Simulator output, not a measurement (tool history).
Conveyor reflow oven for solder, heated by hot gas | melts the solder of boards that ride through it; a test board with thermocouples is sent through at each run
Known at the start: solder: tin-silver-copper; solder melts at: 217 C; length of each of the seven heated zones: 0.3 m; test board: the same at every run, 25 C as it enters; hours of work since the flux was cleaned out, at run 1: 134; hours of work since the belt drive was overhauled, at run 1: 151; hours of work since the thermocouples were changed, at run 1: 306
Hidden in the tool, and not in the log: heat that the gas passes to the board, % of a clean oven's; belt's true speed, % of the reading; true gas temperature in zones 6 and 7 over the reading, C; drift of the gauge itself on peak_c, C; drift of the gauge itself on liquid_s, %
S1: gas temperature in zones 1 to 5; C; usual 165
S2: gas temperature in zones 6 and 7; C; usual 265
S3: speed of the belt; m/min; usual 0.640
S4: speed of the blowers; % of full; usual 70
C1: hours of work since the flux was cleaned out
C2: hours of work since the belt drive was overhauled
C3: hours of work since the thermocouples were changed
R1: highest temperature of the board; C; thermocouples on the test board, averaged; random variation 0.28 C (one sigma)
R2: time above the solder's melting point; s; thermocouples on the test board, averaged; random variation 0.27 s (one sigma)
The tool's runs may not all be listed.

run,hour,S1,S2,S3,S4,C1,C2,C3,R1,R2
1,0.0,165,265,0.640,70,134,151,306,240.8,31.1
2,8.4,165,265,0.640,70,140,158,312,240.4,30.7
3,15.5,165,265,0.640,70,146,163,317,239.8,30.9
4,26.0,165,265,0.722,70,154,171,325,234.9,22.1
5,31.4,165,265,0.722,59,158,175,330,230.5,17.1
6,36.6,165,265,0.640,70,162,179,334,239.6,30.4
7,44.9,165,265,0.605,70,168,186,340,241.7,34.1
8,54.0,165,265,0.605,70,175,193,347,241.9,33.9
9,63.5,165,276,0.605,70,182,200,354,251.0,40.1
10,71.7,165,276,0.605,70,189,206,360,251.0,41.2
11,76.2,165,265,0.640,70,192,210,364,239.4,29.5
12,82.1,165,265,0.640,70,197,214,368,238.9,29.4
13,90.0,159,265,0.640,70,203,220,374,238.0,27.1
14,96.8,159,265,0.640,70,208,225,380,238.0,27.5
15,106.4,159,265,0.640,70,215,233,387,238.0,26.9
16,117.2,153,270,0.640,70,223,241,395,239.8,27.4
17,125.8,171,265,0.564,70,230,248,402,244.4,41.2
# hour 130.4: belt drive overhauled, speed set with a stopwatch
18,135.1,171,265,0.564,70,234,4,406,245.0,40.9
# hour 142.5: flux residue cleaned out of gas plates and filters
19,146.7,171,265,0.751,64,3,9,411,235.3,21.6
20,155.2,165,279,0.640,70,10,15,417,253.4,40.0
21,165.5,165,274,0.640,56,18,23,425,243.3,32.4
22,170.5,160,258,0.574,56,21,27,429,234.2,27.9
23,174.9,165,265,0.517,74,25,30,432,249.8,48.8
24,184.2,173,265,0.595,69,32,37,440,245.7,40.3
# hour 191.8: belt drive overhauled, speed set with a stopwatch, once more
25,195.0,173,279,0.716,69,37,2,445,249.6,34.4
26,202.7,165,256,0.640,70,43,8,451,233.9,25.6
27,212.6,170,261,0.645,85,51,16,458,242.6,34.3
28,217.1,157,273,0.640,56,54,19,462,240.0,28.5
29,226.9,165,265,0.681,70,62,27,469,238.6,26.6
30,235.8,165,256,0.688,70,68,34,476,230.4,20.6

5 ways to go on from here, each from the tool as it stands after run 30. What would each give?
A,245.8,165,256,0.663,64,76,41,484,?,?
B,245.8,165,279,0.640,57,76,41,484,?,?
C,245.8,162,256,0.688,70,76,41,484,?,?
D,245.8,163,256,0.688,61,76,41,484,?,?
E,245.8,175,279,0.597,70,76,41,484,?,?

run,R1,R2
A,229.9,20.1
B,247.0,34.8
C,229.7,18.3
D,227.0,15.3
E,256.9,46.9
Without the tool's hidden state the same runs would have given:
run,R1,R2
A,232.3,22.8
B,249.5,36.6
C,232.1,21.0
D,229.4,18.2
E,259.4,48.3
